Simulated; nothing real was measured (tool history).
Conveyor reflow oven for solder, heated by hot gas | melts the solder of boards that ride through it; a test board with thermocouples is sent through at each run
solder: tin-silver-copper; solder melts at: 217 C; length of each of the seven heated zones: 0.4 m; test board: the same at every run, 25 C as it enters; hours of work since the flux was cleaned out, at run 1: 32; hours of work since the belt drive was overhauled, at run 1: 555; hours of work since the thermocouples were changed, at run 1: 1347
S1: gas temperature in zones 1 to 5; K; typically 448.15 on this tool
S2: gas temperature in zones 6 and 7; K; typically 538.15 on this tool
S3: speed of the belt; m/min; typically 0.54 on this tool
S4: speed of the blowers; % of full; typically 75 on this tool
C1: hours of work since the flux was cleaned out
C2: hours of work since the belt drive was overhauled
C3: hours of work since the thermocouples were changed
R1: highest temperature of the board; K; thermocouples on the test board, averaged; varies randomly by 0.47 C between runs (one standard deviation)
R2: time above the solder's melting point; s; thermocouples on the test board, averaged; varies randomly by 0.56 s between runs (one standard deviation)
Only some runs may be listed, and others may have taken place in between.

run	hour	S1	S2	S3	S4	C1	C2	C3	R1	R2
1	0	448.15	538.15	0.54	75	32	555	1347	519.65	63.5
2	29.1	448.15	538.15	0.54	75	51	575	1367	519.65	63.6
3	66.3	448.15	538.15	0.54	67	76	600	1392	517.75	62.2
4	112.1	448.15	538.15	0.54	67	107	631	1423	518.65	61.1
5	150.1	448.15	538.15	0.54	67	133	657	1449	517.95	61.2
6	180.4	448.15	538.15	0.54	67	154	677	1469	517.25	60.5
# hour 205.4: thermocouples of zones 6 and 7 changed
7	234.8	448.15	538.15	0.54	67	189	712	20	521.45	64.3
# hour 293.5: belt drive overhauled, speed set with a stopwatch
8	294.2	448.15	538.15	0.54	67	226	0	57	522.05	62.2
9	362.4	448.15	538.15	0.467	67	272	47	103	525.65	78.5
# hour 372.4: flux residue cleaned out of gas plates and filters
10	405.9	448.15	538.15	0.467	67	23	73	129	523.95	78.2
11	469.2	448.15	538.15	0.54	79	65	115	172	521.25	63.9
12	516.5	448.15	538.15	0.54	79	97	147	204	521.65	63.7
# hour 541.4: flux residue cleaned out of gas plates and filters, once more
13	571.8	448.15	538.15	0.54	79	21	181	238	524.75	67
14	608.6	448.15	538.15	0.635	87	45	206	263	521.45	53.2
15	648	443.15	527.15	0.54	51	72	233	289	506.65	42
16	716.7	454.15	542.15	0.574	81	118	279	336	526.75	67
17	761.8	445.15	538.15	0.54	75	149	310	366	522.35	63.9
18	794.9	445.15	545.15	0.54	75	171	332	389	528.15	69.1
19	865	445.15	545.15	0.54	75	219	379	436	528.65	67.9
20	895.6	445.15	545.15	0.54	75	239	400	457	527.45	68.1
21	955.3	440.15	538.15	0.493	75	280	440	497	522.75	69.5
# hour 974.2: flux residue cleaned out of gas plates and filters
22	1016.9	440.15	538.15	0.493	75	29	478	535	523.75	70.3
23	1076.9	434.15	538.15	0.599	75	69	519	576	516.25	48.2
24	1105.8	448.15	551.15	0.54	75	89	538	595	533.85	73.6
25	1164.9	448.15	551.15	0.54	75	129	578	635	533.85	73.1
26	1204.1	448.15	538.15	0.464	61	155	605	662	523.25	76.7

Table of differences, measured result less the result of that run with no hidden state. Run-to-run variation is the same in both. Gauge scatter possibly is not:
The tool's hidden condition here consists of: heat that the gas passes to the board, % of a clean oven's; belt's true speed, % of the reading; true gas temperature in zones 6 and 7 over the reading, C; drift of the gauge itself on peak_c, C; drift of the gauge itself on liquid_s, %.
run	R1	R2
1	-4.3	-3.1
2	-4.4	-3.3
3	-4.6	-3.7
4	-4.8	-4
5	-5	-4.3
6	-5.1	-4.4
7	-0.9	-0.4
8	-1.6	-2
9	-1.7	-2
10	-2.7	-3.3
11	-3.6	-4.1
12	-3.8	-4.3
13	-1.1	-0.8
14	-1.3	-0.9
15	-1.3	-2.1
16	-1.9	-1.3
17	-2.1	-1.8
18	-2.3	-1.7
19	-2.7	-2
20	-2.9	-2.1
21	-3.1	-2.9
22	-1.9	-1.3
23	-2.2	-1.8
24	-2.5	-1.1
25	-2.7	-1.3
26	-2.8	-2.1

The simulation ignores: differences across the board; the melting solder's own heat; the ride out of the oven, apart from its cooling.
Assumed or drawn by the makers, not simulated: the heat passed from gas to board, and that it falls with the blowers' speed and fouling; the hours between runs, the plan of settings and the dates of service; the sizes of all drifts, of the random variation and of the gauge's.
